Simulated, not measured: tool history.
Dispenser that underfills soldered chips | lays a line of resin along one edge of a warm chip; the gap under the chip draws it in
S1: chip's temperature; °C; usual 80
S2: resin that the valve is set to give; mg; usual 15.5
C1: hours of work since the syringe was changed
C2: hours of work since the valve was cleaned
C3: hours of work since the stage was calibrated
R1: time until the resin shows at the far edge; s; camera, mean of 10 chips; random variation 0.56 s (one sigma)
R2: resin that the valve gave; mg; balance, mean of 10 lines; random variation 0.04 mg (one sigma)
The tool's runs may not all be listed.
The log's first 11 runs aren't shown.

-- hour=105.2 new syringe of resin
run 12 hour=111.1 | S1=77 S2=15.5 | C1=4 C2=39 C3=223 | R1=61.3 R2=15.11
-- hour=115.0 new syringe of resin
run 13 hour=119.6 | S1=77 S2=15.5 | C1=3 C2=45 C3=229 | R1=60.0 R2=15.07
-- hour=124.8 new syringe of resin
-- hour=125.8 dispensing valve cleaned and set on the balance
run 14 hour=132.9 | S1=77 S2=15.5 | C1=5 C2=5 C3=238 | R1=62.3 R2=15.48
-- hour=135.7 new syringe of resin
run 15 hour=144.2 | S1=77 S2=15.5 | C1=6 C2=13 C3=246 | R1=67.4 R2=15.43
-- hour=145.1 new syringe of resin
run 16 hour=153.7 | S1=77 S2=15.5 | C1=6 C2=20 C3=253 | R1=66.8 R2=15.35
-- hour=154.6 new syringe of resin
-- hour=164.1 new syringe of resin
run 17 hour=166.6 | S1=77 S2=15.5 | C1=2 C2=29 C3=262 | R1=54.4 R2=15.21
-- hour=173.3 new syringe of resin
run 18 hour=178.2 | S1=68 S2=18.1 | C1=4 C2=37 C3=270 | R1=76.0 R2=17.78
-- hour=183.0 new syringe of resin
run 19 hour=191.1 | S1=73 S2=17.4 | C1=6 C2=47 C3=279 | R1=73.8 R2=16.98
-- hour=192.5 new syringe of resin
-- hour=196.0 dispensing valve cleaned and set on the balance
-- hour=202.8 new syringe of resin
run 20 hour=202.8 | S1=72 S2=13.6 | C1=0 C2=5 C3=287 | R1=61.3 R2=13.56
-- hour=212.2 new syringe of resin
run 21 hour=215.2 | S1=72 S2=13.6 | C1=2 C2=14 C3=296 | R1=65.6 R2=13.54
-- hour=221.4 new syringe of resin
run 22 hour=227.0 | S1=72 S2=13.6 | C1=4 C2=22 C3=304 | R1=73.3 R2=13.54
-- hour=231.1 new syringe of resin
-- hour=240.8 new syringe of resin
run 23 hour=241.2 | S1=72 S2=13.6 | C1=0 C2=32 C3=314 | R1=60.5 R2=13.36
-- hour=250.3 new syringe of resin
run 24 hour=252.7 | S1=74 S2=14.4 | C1=2 C2=40 C3=322 | R1=58.7 R2=14.03
-- hour=260.3 new syringe of resin
-- hour=265.8 dispensing valve cleaned and set on the balance
run 25 hour=267.8 | S1=82 S2=17.5 | C1=5 C2=1 C3=333 | R1=53.4 R2=17.35
-- hour=271.0 new syringe of resin
run 26 hour=277.5 | S1=82 S2=17.5 | C1=5 C2=8 C3=340 | R1=51.4 R2=17.35
-- hour=280.5 new syringe of resin
run 27 hour=286.5 | S1=82 S2=17.5 | C1=4 C2=15 C3=346 | R1=52.6 R2=17.37
-- hour=290.5 new syringe of resin
-- hour=300.0 new syringe of resin
run 28 hour=300.0 | S1=92 S2=13.8 | C1=0 C2=24 C3=355 | R1=32.9 R2=13.57
-- hour=309.7 new syringe of resin
run 29 hour=313.4 | S1=87 S2=18.5 | C1=3 C2=34 C3=365 | R1=41.3 R2=18.19
-- hour=319.0 new syringe of resin
run 30 hour=321.5 | S1=93 S2=15.2 | C1=2 C2=40 C3=371 | R1=34.3 R2=14.87
-- hour=328.4 new syringe of resin
run 31 hour=332.0 | S1=93 S2=15.2 | C1=3 C2=47 C3=378 | R1=34.6 R2=14.75
-- hour=336.0 dispensing valve cleaned and set on the balance
-- hour=339.2 new syringe of resin
run 32 hour=339.5 | S1=74 S2=17.8 | C1=0 C2=2 C3=383 | R1=53.3 R2=17.88
-- hour=349.0 new syringe of resin
run 33 hour=349.6 | S1=74 S2=17.8 | C1=0 C2=10 C3=390 | R1=54.6 R2=17.74

5 ways to go on from here, each from the tool as it stands after run 33. What would each give?
-- hour=358.2 new syringe of resin
run A hour=360.0 | S1=86 S2=16.2 | C1=1 C2=17 C3=397 | R1=? R2=?
-- hour=358.2 new syringe of resin
run B hour=360.0 | S1=93 S2=15.5 | C1=1 C2=17 C3=397 | R1=? R2=?
-- hour=358.2 new syringe of resin
run C hour=360.0 | S1=74 S2=13.9 | C1=1 C2=17 C3=397 | R1=? R2=?
-- hour=358.2 new syringe of resin
run D hour=360.0 | S1=74 S2=16.0 | C1=1 C2=17 C3=397 | R1=? R2=?
-- hour=358.2 new syringe of resin
run E hour=360.0 | S1=79 S2=17.8 | C1=1 C2=17 C3=397 | R1=? R2=?

run=A R1=39.2 R2=16.16
run=B R1=32.1 R2=15.47
run=C R1=56.8 R2=13.79
run=D R1=56.1 R2=15.83
run=E R1=49.1 R2=17.62
Without the tool's hidden state the same runs would have given:
run=A R1=39.2 R2=16.26
run=B R1=32.0 R2=15.56
run=C R1=56.9 R2=13.87
run=D R1=56.3 R2=15.92
run=E R1=49.2 R2=17.73

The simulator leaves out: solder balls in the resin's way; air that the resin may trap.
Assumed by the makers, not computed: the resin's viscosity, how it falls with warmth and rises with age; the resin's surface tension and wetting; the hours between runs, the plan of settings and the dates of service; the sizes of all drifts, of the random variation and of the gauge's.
